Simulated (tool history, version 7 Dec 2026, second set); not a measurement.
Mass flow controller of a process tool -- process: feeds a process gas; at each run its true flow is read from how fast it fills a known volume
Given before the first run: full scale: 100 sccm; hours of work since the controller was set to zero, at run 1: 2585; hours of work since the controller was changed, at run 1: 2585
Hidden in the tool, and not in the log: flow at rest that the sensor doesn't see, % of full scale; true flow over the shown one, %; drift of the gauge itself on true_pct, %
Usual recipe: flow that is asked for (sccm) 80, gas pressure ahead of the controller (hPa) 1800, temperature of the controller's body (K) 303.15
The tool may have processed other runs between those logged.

run	hour	flow that is asked for (sccm)	gas pressure ahead of the controller (hPa)	temperature of the controller's body (K)	hours of work since the controller was set to zero	hours of work since the controller was changed	true flow (%)
1	0.0	80	1800	303.15	2585	2585	100.06
2	272.6	80	1800	303.15	2712	2712	100.26
3	550.8	80	1800	301.15	2842	2842	100.15
4	845.4	80	1800	301.15	2979	2979	100.40
5	970.3	80	1800	296.15	3037	3037	100.03
6	1161.6	80	1800	296.15	3126	3126	99.97
7	1312.7	80	1800	296.15	3197	3197	100.15
8	1579.7	80	1800	296.15	3321	3321	100.21
9	1713.6	80	1800	307.15	3384	3384	100.95
10	1845.4	13	1800	298.15	3445	3445	99.78
11	1993.2	57	1800	301.15	3514	3514	100.39
12	2194.4	43	1690	307.15	3608	3608	100.74
13	2397.8	43	1690	307.15	3703	3703	100.92
14	2694.6	78	2430	308.15	3841	3841	101.72
15	2980.8	78	2430	308.15	3975	3975	101.82
16	3278.2	26	1500	303.15	4113	4113	100.71
17	3461.7	26	1500	303.15	4199	4199	100.65
18	3706.6	75	1860	301.15	4313	4313	101.36

How would selected steps in true flow (%) from run to run divide? Give the signed amount a tool lacking its hidden state would still show from settings, what came in and random variation, and the signed amount left for the hidden state, including any gauge scatter that is not in both of the compared results.
Run 9 -> 10: flow that is asked for (sccm) 80 -> 13, temperature of the controller's body (K) 307.15 -> 298.15. true flow (%) -1.17: hidden state +0.03, all else -1.20.
Run 14 -> 15: no setting touched and nothing written in the log between the runs. true flow (%) +0.10: hidden state +0.12, all else -0.02.
